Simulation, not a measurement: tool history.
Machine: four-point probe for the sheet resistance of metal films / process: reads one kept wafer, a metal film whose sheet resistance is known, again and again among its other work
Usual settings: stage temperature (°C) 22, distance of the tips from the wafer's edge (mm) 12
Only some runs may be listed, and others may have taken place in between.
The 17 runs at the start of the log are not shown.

run	hour	stage temperature (°C)	distance of the tips from the wafer's edge (mm)	sheet resistance as the instrument gives it (ohm/square)
# hour 445.9: stage's thermometer calibrated
18	470.4	21	3	1.346940
19	493.9	21	3	1.346830
20	522.9	20	19	1.316475
21	562.4	20	19	1.316992
22	584.6	20	19	1.316114
23	604.6	20	19	1.316386
24	628.0	20	19	1.316511
25	655.8	20	19	1.316226
26	674.4	19	27	1.315178
27	714.5	19	36	1.315396
28	739.9	18	15	1.316222
29	777.1	19	7	1.320513
30	794.9	19	13	1.316873

Consider 4 possible next runs. They are alternatives, not a sequence: every one starts from the tool as it was left by run 30. What does each give?
A	811.5	24	30	?
B	811.5	19	29	?
C	811.5	22	58	?
D	811.5	19	6	?

run	sheet resistance as the instrument gives it (ohm/square)
A	1.315448
B	1.315346
C	1.314957
D	1.322768
The same runs, with their run-to-run variation unchanged, on a tool lacking any hidden condition would have given:
run	sheet resistance as the instrument gives it (ohm/square)
A	1.323451
B	1.323342
C	1.322955
D	1.330806
